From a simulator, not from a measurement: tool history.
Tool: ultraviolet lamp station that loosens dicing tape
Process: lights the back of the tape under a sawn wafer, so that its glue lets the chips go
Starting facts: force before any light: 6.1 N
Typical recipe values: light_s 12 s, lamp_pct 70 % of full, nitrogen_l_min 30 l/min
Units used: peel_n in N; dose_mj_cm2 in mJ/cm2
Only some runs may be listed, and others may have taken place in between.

run,hour,light_s,lamp_pct,nitrogen_l_min,peel_n,dose_mj_cm2
1,0,12,70,30,0.162,489
2,20,12,70,24,0.205,486
3,62.9,12,70,24,0.205,484
4,101.2,12,70,30,0.161,485
5,121.4,11,70,30,0.214,446
6,165.8,12,80,30,0.119,554
7,192.7,10,70,30,0.272,405
8,229.6,10,70,30,0.275,406
9,252.4,12,70,30,0.17,485
10,293.6,12,70,30,0.163,484
# hour 296.9: window cleaned of glue's vapour
11,316.6,12,70,30,0.161,484
12,354.6,12,70,30,0.167,485
13,383.6,15,70,15,0.197,599
14,421.6,16,86,30,0.071,794
15,456.2,16,90,22,0.068,824
16,476.1,16,90,22,0.067,830

Forecast run 17:
17,518.8,8,77,27,?,?

Run 17 gave peel_n 0.407 N, dose_mj_cm2 356 mJ/cm2.
Minus the tool's unlogged condition, the same run would have read peel_n 0.407 N, dose_mj_cm2 356 mJ/cm2.
